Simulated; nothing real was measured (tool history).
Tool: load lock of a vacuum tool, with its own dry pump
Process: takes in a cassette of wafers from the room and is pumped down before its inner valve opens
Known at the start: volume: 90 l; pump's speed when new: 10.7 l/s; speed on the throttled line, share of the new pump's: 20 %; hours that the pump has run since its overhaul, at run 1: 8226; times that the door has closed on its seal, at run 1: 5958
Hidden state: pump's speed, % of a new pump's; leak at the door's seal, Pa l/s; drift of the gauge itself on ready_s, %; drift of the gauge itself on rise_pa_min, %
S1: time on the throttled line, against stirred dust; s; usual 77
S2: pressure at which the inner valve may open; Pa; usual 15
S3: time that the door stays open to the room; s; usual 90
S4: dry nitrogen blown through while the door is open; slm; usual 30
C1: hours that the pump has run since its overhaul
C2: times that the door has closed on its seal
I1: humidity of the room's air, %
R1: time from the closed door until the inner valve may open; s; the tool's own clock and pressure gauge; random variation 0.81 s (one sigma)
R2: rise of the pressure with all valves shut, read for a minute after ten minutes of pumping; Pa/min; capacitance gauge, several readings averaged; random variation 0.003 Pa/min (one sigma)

run    hour   S1  S2   S3  S4     C1     C2    I1     R1     R2
  1     0.0   77  15   90  30   8226   5958  48.6  143.9  0.059
  2   137.1   77  15   90  30   8363   6268  40.8  144.3  0.052
  3   327.2   77  15   90  30   8553   6698  40.8  144.1  0.058
  4   466.5   77  15   90  30   8693   7013  50.4  144.6  0.068
  5   709.3   77  15   90  30   8935   7562  41.0  144.6  0.062
  6   931.9   77  22   90  30   9158   8066  46.9  142.0  0.066
  7  1040.2   77  22   90  30   9266   8310  45.8  140.1  0.067
  8  1166.9   77  22   90  30   9393   8597  43.3  141.8  0.071
  9  1355.6   77  15   90  30   9582   9024  49.0  146.0  0.074
 10  1599.9   54  15   90  30   9826   9576  43.7  127.3  0.082
 11  1782.7   54  15   90  30  10009   9990  44.1  128.1  0.082
 12  1976.8   77  15   90  30  10203  10429  44.8  145.4  0.079
 13  2188.2   77  15   90  30  10414  10907  46.4  146.5  0.083
 14  2353.3   77  15   90  30  10579  11280  44.8  147.5  0.088
 15  2572.3   77  15   90  30  10798  11775  48.3  146.8  0.105
 16  2759.8   77  15   90  30  10986  12199  47.2  146.5  0.102
 17  2871.9   77  16   90  30  11098  12453  42.5  147.8  0.099
     2890.2  -- dry pump taken out, an overhauled one fitted
 18  2987.9  110  16   90  30     98  12702  43.0  160.9  0.097
 19  3112.7   64  15   90  30    223  12984  46.8  125.2  0.103
 20  3338.8   82  15   90  40    449  13495  47.3  139.5  0.100
 21  3585.4   77  15   98  24    695  14053  45.0  135.4  0.118
 22  3785.3   77  30   98  38    895  14505  44.0  130.3  0.118
 23  3982.1   77  11   98  38   1092  14950  43.9  139.4  0.119
 24  4191.7   93  11   50   5   1302  15424  44.7  152.5  0.127
 25  4318.2   48  25   33  17   1428  15710  41.1  109.9  0.121
 26  4438.9   38  11  172  30   1549  15983  43.5  109.0  0.142
 27  4571.1   38  11  172  30   1681  16282  44.6  110.2  0.143
 28  4745.4   42  10  133  23   1855  16676  47.8  113.3  0.152
 29  4944.6   42  20  103  23   2054  17127  41.9  105.9  0.144
 30  5098.3  105  20   43  23   2208  17474  45.5  156.4  0.143
 31  5207.5  105  20   43   8   2317  17721  45.0  156.7  0.150
 32  5333.9   77  13   38  30   2444  18007  45.5  139.9  0.149
 33  5522.0   72  16   38   5   2632  18433  48.4  132.3  0.159

Forecast each of these 5 alternatives for the next run:
  A  5699.1  77  10  153  30  2809  18833  41.6   ?   ?
  B  5699.1  93  16  189  35  2809  18833  45.5   ?   ?
  C  5699.1  72  13   38   5  2809  18833  44.8   ?   ?
  D  5699.1  77  11   90  30  2809  18833  46.6   ?   ?
  E  5699.1  77  16   90   8  2809  18833  46.0   ?   ?

run     R1     R2
  A  142.6  0.168
  B  149.5  0.170
  C  135.7  0.157
  D  140.8  0.163
  E  138.5  0.172
Without the tool's hidden state the same runs would have given:
run     R1     R2
  A  140.2  0.034
  B  147.2  0.036
  C  133.5  0.025
  D  138.5  0.027
  E  136.3  0.039
